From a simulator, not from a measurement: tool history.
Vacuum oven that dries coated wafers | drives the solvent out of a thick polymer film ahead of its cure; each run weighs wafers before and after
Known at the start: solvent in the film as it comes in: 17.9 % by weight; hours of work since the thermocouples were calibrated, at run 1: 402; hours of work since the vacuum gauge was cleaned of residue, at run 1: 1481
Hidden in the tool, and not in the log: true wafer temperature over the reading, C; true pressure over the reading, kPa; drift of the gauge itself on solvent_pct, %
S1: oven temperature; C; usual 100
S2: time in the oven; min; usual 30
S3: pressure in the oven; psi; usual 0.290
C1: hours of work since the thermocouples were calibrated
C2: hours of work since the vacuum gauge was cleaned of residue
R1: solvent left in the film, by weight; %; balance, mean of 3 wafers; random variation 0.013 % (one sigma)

Run 1, day 0.000: usual settings; C1 402; C2 1481. Result: R1 1.58 %.
Run 2, day 3.738: usual settings; C1 447; C2 1526. Result: R1 1.59 %.
Run 3, day 7.867: usual settings but S3 0.824 psi; C1 498; C2 1577. Result: R1 2.22 %.
Run 4, day 10.179: usual settings; C1 526; C2 1605. Result: R1 1.58 %.
Run 5, day 13.096: usual settings; C1 562; C2 1640. Result: R1 1.58 %.
Run 6, day 16.342: usual settings; C1 601; C2 1680. Result: R1 1.59 %.
Run 7, day 19.612: usual settings; C1 641; C2 1720. Result: R1 1.57 %.
Run 8, day 21.671: usual settings; C1 666; C2 1745. Result: R1 1.58 %.
At day 24.979: oven's thermocouples calibrated.
Run 9, day 24.979: usual settings; C1 0; C2 1785. Result: R1 1.57 %.
Run 10, day 28.612: usual settings; C1 44; C2 1829. Result: R1 1.58 %.
Run 11, day 31.367: usual settings; C1 78; C2 1863. Result: R1 1.59 %.
Run 12, day 33.233: usual settings but S2 31 min; C1 101; C2 1885. Result: R1 1.49 %.
Run 13, day 35.654: usual settings but S2 36 min; C1 130; C2 1915. Result: R1 1.11 %.
Run 14, day 38.888: usual settings but S2 36 min; C1 170; C2 1954. Result: R1 1.08 %.
Run 15, day 42.521: usual settings but S2 36 min; C1 214; C2 1999. Result: R1 1.10 %.
Run 16, day 45.521: usual settings but S2 36 min; C1 251; C2 2035. Result: R1 1.13 %.
Run 17, day 49.458: usual settings but S2 36 min, S3 0.187 psi; C1 299; C2 2084. Result: R1 0.98 %.
Run 18, day 52.512: usual settings but S2 36 min, S3 0.187 psi; C1 336; C2 2121. Result: R1 0.98 %.
Run 19, day 55.954: usual settings; C1 378; C2 2163. Result: R1 1.61 %.
Run 20, day 59.600: usual settings; C1 423; C2 2207. Result: R1 1.57 %.
Run 21, day 61.312: usual settings; C1 444; C2 2228. Result: R1 1.58 %.
Run 22, day 65.421: usual settings; C1 494; C2 2278. Result: R1 1.58 %.
Run 23, day 68.271: usual settings; C1 529; C2 2313. Result: R1 1.57 %.
Run 24, day 70.029: usual settings but S2 25 min; C1 550; C2 2335. Result: R1 2.21 %.
Run 25, day 72.092: usual settings but S2 25 min, S3 0.387 psi; C1 575; C2 2360. Result: R1 2.32 %.
Run 26, day 75.508: usual settings but S2 42 min, S3 0.384 psi; C1 617; C2 2402. Result: R1 0.95 %.
Run 27, day 78.208: usual settings but S2 42 min, S3 0.384 psi; C1 650; C2 2435. Result: R1 0.95 %.
Run 28, day 81.638: usual settings but S1 112 C, S2 23 min, S3 0.393 psi; C1 692; C2 2476. Result: R1 0.66 %.
At day 82.662: oven's thermocouples calibrated.
Run 29, day 85.217: usual settings but S1 112 C, S2 23 min, S3 0.393 psi; C1 31; C2 2519. Result: R1 0.65 %.
Run 30, day 88.512: usual settings but S1 113 C, S2 44 min, S3 0.374 psi; C1 71; C2 2559. Result: R1 0.30 %.
Run 31, day 90.279: usual settings but S1 96 C, S2 44 min, S3 0.189 psi; C1 93; C2 2581. Result: R1 1.10 %.
Run 32, day 92.929: usual settings but S1 96 C, S2 44 min, S3 0.189 psi; C1 125; C2 2613. Result: R1 1.12 %.
At day 95.146: vacuum gauge cleaned of residue and calibrated.
Run 33, day 95.146: usual settings but S1 97 C, S2 51 min, S3 0.149 psi; C1 152; C2 0. Result: R1 0.64 %.
Run 34, day 97.017: usual settings but S1 95 C, S2 18 min, S3 0.751 psi; C1 175; C2 23. Result: R1 5.66 %.
Run 35, day 100.079: usual settings but S2 27 min, S3 0.421 psi; C1 212; C2 60. Result: R1 2.05 %.
Run 36, day 103.850: usual settings but S2 25 min, S3 0.574 psi; C1 258; C2 106. Result: R1 2.53 %.
Run 37, day 107.658: usual settings but S1 95 C, S2 31 min; C1 304; C2 153. Result: R1 2.60 %.
Run 38, day 111.358: usual settings but S2 53 min, S3 0.203 psi; C1 350; C2 198. Result: R1 0.45 %.
Run 39, day 115.242: usual settings but S1 95 C, S2 53 min, S3 0.203 psi; C1 397; C2 245. Result: R1 0.88 %.
Run 40, day 117.700: usual settings but S1 97 C, S2 21 min; C1 427; C2 275. Result: R1 3.75 %.
Run 41, day 119.875: usual settings but S1 90 C, S3 0.938 psi; C1 454; C2 302. Result: R1 5.18 %.
Run 42, day 122.483: usual settings but S1 90 C, S3 0.938 psi; C1 485; C2 334. Result: R1 5.17 %.
Run 43, day 124.904: usual settings but S1 111 C, S2 49 min, S3 0.934 psi; C1 515; C2 363. Result: R1 0.85 %.
Run 44, day 129.000: usual settings but S1 94 C, S2 16 min, S3 0.277 psi; C1 565; C2 413. Result: R1 6.10 %.
Run 45, day 132.083: usual settings but S1 94 C, S2 16 min, S3 0.277 psi; C1 603; C2 451. Result: R1 6.06 %.
Run 46, day 134.017: usual settings but S1 106 C, S2 19 min, S3 0.579 psi; C1 626; C2 475. Result: R1 2.11 %.
Run 47, day 137.592: usual settings but S2 16 min; C1 670; C2 518. Result: R1 4.17 %.

How the hidden state differs across the entries between the runs, from the last listed run before each to the first after it:
Between runs 8 and 9: oven's thermocouples calibrated (day 24.979)
  true wafer temperature over the reading, C: -0.05 -> 0.02; true pressure over the reading, kPa: 0.036 -> 0.037
Between runs 28 and 29: oven's thermocouples calibrated (day 82.662)
  true wafer temperature over the reading, C: -0.03 -> 0; true pressure over the reading, kPa: 0.051 -> 0.052
Between runs 32 and 33: vacuum gauge cleaned of residue and calibrated (day 95.146)
  true wafer temperature over the reading, C: 0 -> -0.01; true pressure over the reading, kPa: 0.054 -> 0

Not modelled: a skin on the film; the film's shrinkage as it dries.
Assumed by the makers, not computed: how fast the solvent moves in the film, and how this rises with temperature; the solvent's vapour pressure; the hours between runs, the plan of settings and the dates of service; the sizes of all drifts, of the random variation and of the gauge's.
